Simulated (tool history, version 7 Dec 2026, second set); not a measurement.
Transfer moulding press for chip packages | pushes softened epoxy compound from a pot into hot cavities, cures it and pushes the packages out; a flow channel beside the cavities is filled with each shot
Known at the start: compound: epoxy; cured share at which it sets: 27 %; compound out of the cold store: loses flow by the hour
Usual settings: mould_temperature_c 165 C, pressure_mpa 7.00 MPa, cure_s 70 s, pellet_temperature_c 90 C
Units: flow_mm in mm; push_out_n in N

run,hour,mould_temperature_c,pressure_mpa,cure_s,pellet_temperature_c,incoming compound's hours out of the cold store,flow_mm,push_out_n
1,0.0,165,7.00,70,90,19.1,757,361
2,56.6,165,7.00,70,90,8.3,776,545
# hour 71.1: cavities cleaned with cleaning compound and waxed
3,88.4,165,7.00,70,90,21.9,739,360
4,134.4,165,7.00,70,90,24.6,727,506
# hour 163.1: cavities cleaned with cleaning compound and waxed
5,201.4,165,7.00,70,90,11.2,753,476
6,238.6,165,5.40,70,90,15.5,640,544
# hour 255.5: cavities cleaned with cleaning compound and waxed
# hour 277.1: plunger's sealing rings changed
7,297.0,165,5.40,70,90,32.1,633,459
# hour 352.1: mould's thermocouples calibrated
# hour 353.6: cavities cleaned with cleaning compound and waxed
8,355.7,165,5.40,70,90,42.2,597,276
9,407.6,165,7.00,70,89,14.3,747,457
# hour 441.6: cavities cleaned with cleaning compound and waxed
10,441.6,165,7.00,70,89,22.6,717,259
11,479.4,165,7.00,70,90,24.0,706,425
# hour 526.5: mould's thermocouples calibrated, once more
# hour 532.8: cavities cleaned with cleaning compound and waxed
# hour 557.6: plunger's sealing rings changed
12,557.6,165,7.00,70,90,37.3,713,401
13,603.1,165,7.00,70,90,12.4,766,558
# hour 626.8: cavities cleaned with cleaning compound and waxed
14,678.2,165,7.00,70,90,36.5,695,498
# hour 717.4: cavities cleaned with cleaning compound and waxed
15,738.4,169,6.25,76,82,38.7,637,296
16,778.2,169,6.25,76,82,12.3,692,393
# hour 805.6: cavities cleaned with cleaning compound and waxed
17,824.0,169,5.83,70,82,44.3,589,308
# hour 837.8: plunger's sealing rings changed
18,863.4,169,5.83,70,82,38.3,633,409
# hour 897.8: cavities cleaned with cleaning compound and waxed
19,918.9,165,7.00,70,90,16.9,749,389
20,981.6,158,8.13,70,90,34.5,772,891
# hour 988.8: cavities cleaned with cleaning compound and waxed
21,1050.2,165,7.00,70,91,28.7,699,519
# hour 1078.9: cavities cleaned with cleaning compound and waxed
22,1095.6,166,7.00,70,95,24.8,704,338
# hour 1118.5: plunger's sealing rings changed
23,1158.0,157,7.00,72,90,30.5,736,932
# hour 1172.8: cavities cleaned with cleaning compound and waxed
24,1218.6,165,8.17,83,90,36.3,749,363
25,1254.0,158,7.00,76,90,26.0,740,725

Forecast run 26:
# hour 1267.1: cavities cleaned with cleaning compound and waxed
26,1326.2,158,7.00,76,90,11.6,?,?

flow_mm: 762 mm
push_out_n: 760 N
Without the tool's hidden state the same run would have given flow_mm 797 mm, push_out_n 433 N.
